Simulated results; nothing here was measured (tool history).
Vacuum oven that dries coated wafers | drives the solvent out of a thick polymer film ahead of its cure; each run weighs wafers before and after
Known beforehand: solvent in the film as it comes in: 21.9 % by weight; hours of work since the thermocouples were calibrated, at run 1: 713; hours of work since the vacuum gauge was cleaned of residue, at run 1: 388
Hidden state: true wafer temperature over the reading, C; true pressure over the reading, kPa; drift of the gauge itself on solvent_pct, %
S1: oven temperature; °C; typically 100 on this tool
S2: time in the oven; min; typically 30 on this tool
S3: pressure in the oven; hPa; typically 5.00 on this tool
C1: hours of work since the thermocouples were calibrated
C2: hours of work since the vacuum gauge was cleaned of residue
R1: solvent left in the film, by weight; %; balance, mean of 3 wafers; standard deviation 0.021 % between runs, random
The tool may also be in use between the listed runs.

run,hour,S1,S2,S3,C1,C2,R1
1,0.0,100,30,5.00,713,388,2.07
2,38.6,100,30,5.00,731,406,2.09
3,62.4,100,30,4.71,741,416,2.04
4,101.4,100,30,5.00,759,434,2.12
5,146.7,100,30,5.00,780,455,2.04
# hour 163.7: oven's thermocouples calibrated
6,176.7,100,30,5.00,6,467,1.98
7,214.5,114,30,5.00,23,485,0.22
8,259.8,114,30,5.00,44,505,0.25
9,307.0,114,30,5.00,65,527,0.26
# hour 317.1: oven's thermocouples calibrated, once more
10,345.4,114,30,5.00,13,543,0.34
11,383.1,114,16,5.00,30,560,1.36
12,420.3,114,16,5.00,47,577,1.37
13,454.0,114,16,5.00,62,592,1.33
14,499.8,114,16,5.00,83,613,1.36
15,543.0,99,30,5.00,102,633,2.46
16,588.5,100,30,5.00,123,653,2.21
17,626.0,100,30,7.57,140,670,2.24
18,666.8,100,21,5.00,159,689,3.93
19,712.6,86,30,5.00,179,710,7.40
20,761.7,88,30,5.00,202,732,6.56
21,810.4,100,30,5.00,224,754,2.15
22,860.5,100,38,5.00,246,777,1.33
23,885.1,100,30,5.00,258,788,2.12
24,936.7,90,35,14.25,281,811,5.18
25,958.6,105,27,16.70,291,821,1.81
26,1011.4,100,30,9.75,315,845,2.34
27,1041.8,91,38,10.28,329,859,4.09
28,1087.0,101,38,19.39,349,879,1.77
29,1124.4,107,18,10.66,366,896,2.67
30,1150.7,103,50,5.00,378,908,0.47
31,1205.2,103,28,5.00,403,933,1.64
32,1235.3,103,28,5.00,416,947,1.66
33,1259.9,115,23,7.48,428,958,0.52
34,1302.7,100,26,5.00,447,977,2.71
35,1330.7,100,26,5.00,460,990,2.72
36,1377.2,95,24,5.50,481,1011,4.98
37,1400.8,100,37,12.30,492,1022,1.69
38,1449.7,111,24,6.04,514,1044,0.79
39,1481.8,111,30,3.01,528,1058,0.39
40,1516.8,111,30,3.01,544,1074,0.35
41,1553.9,104,30,4.33,561,1091,1.22
42,1593.7,104,30,4.33,579,1109,1.20
43,1623.9,104,30,4.33,593,1123,1.21
44,1647.0,104,30,4.33,603,1133,1.22
45,1675.1,104,30,4.33,616,1146,1.20
46,1713.8,111,42,11.39,633,1164,0.48

Measured minus without-hidden-state, run by run (identical run-to-run variation in each term; gauge scatter may differ):
run,R1
1,-0.12
2,-0.13
3,-0.13
4,-0.13
5,-0.14
6,-0.23
7,-0.01
8,-0.01
9,-0.01
10,+0.03
11,-0.01
12,-0.01
13,-0.02
14,-0.02
15,-0.03
16,-0.03
17,-0.03
18,-0.07
19,-0.09
20,-0.10
21,-0.05
22,-0.02
23,-0.07
24,-0.12
25,-0.05
26,-0.08
27,-0.13
28,-0.04
29,-0.13
30,+0.03
31,-0.07
32,-0.08
33,+0.00
34,-0.15
35,-0.14
36,-0.22
37,-0.07
38,-0.03
39,+0.01
40,+0.01
41,-0.07
42,-0.07
43,-0.08
44,-0.08
45,-0.08
46,+0.04
